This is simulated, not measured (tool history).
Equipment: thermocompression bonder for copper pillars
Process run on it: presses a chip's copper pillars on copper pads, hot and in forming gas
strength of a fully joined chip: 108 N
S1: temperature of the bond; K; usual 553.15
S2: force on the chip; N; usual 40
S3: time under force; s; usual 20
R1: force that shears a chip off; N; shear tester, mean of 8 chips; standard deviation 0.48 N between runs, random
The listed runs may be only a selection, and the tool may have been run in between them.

{"run": 1, "hour": 0.0, "S1": 553.15, "S2": 40, "S3": 20, "R1": 44.7}
{"run": 2, "hour": 6.2, "S1": 553.15, "S2": 40, "S3": 16, "R1": 41.3}
{"run": 3, "hour": 13.2, "S1": 553.15, "S2": 33, "S3": 16, "R1": 33.9}
{"run": 4, "hour": 19.7, "S1": 553.15, "S2": 33, "S3": 16, "R1": 33.6}
{"run": 5, "hour": 28.6, "S1": 553.15, "S2": 33, "S3": 16, "R1": 33.9}
{"run": 6, "hour": 37.4, "S1": 553.15, "S2": 31, "S3": 20, "R1": 35.3}
{"hour": 45.8, "done": "forming gas filter changed"}
{"run": 7, "hour": 46.3, "S1": 553.15, "S2": 59, "S3": 20, "R1": 62.1}
{"run": 8, "hour": 51.2, "S1": 553.15, "S2": 59, "S3": 20, "R1": 61.9}
{"hour": 53.9, "done": "heater calibrated with a thermocouple chip"}
{"run": 9, "hour": 60.2, "S1": 535.15, "S2": 50, "S3": 20, "R1": 47.2}
{"run": 10, "hour": 66.4, "S1": 536.15, "S2": 49, "S3": 52, "R1": 64.4}
{"run": 11, "hour": 71.6, "S1": 526.15, "S2": 40, "S3": 20, "R1": 35.1}
{"run": 12, "hour": 80.1, "S1": 526.15, "S2": 40, "S3": 20, "R1": 34.5}

Consider 4 possible next runs. They are alternatives, not a sequence: every one starts from the tool as it was left by run 12. What does each give?
{"hour": 87.5, "done": "heater calibrated with a thermocouple chip, once more"}
{"run": "A", "hour": 88.7, "S1": 565.15, "S2": 30, "S3": 16, "R1": "?"}
{"hour": 87.5, "done": "heater calibrated with a thermocouple chip, once more"}
{"run": "B", "hour": 88.7, "S1": 528.15, "S2": 30, "S3": 12, "R1": "?"}
{"hour": 87.5, "done": "heater calibrated with a thermocouple chip, once more"}
{"run": "C", "hour": 88.7, "S1": 553.15, "S2": 24, "S3": 32, "R1": "?"}
{"hour": 87.5, "done": "heater calibrated with a thermocouple chip, once more"}
{"run": "D", "hour": 88.7, "S1": 553.15, "S2": 52, "S3": 29, "R1": "?"}

run=A R1=36.9
run=B R1=20.2
run=C R1=35.2
run=D R1=62.0
The same runs, with their run-to-run variation unchanged, on a tool lacking any hidden condition would have given:
run=A R1=37.4
run=B R1=20.5
run=C R1=35.6
run=D R1=62.7

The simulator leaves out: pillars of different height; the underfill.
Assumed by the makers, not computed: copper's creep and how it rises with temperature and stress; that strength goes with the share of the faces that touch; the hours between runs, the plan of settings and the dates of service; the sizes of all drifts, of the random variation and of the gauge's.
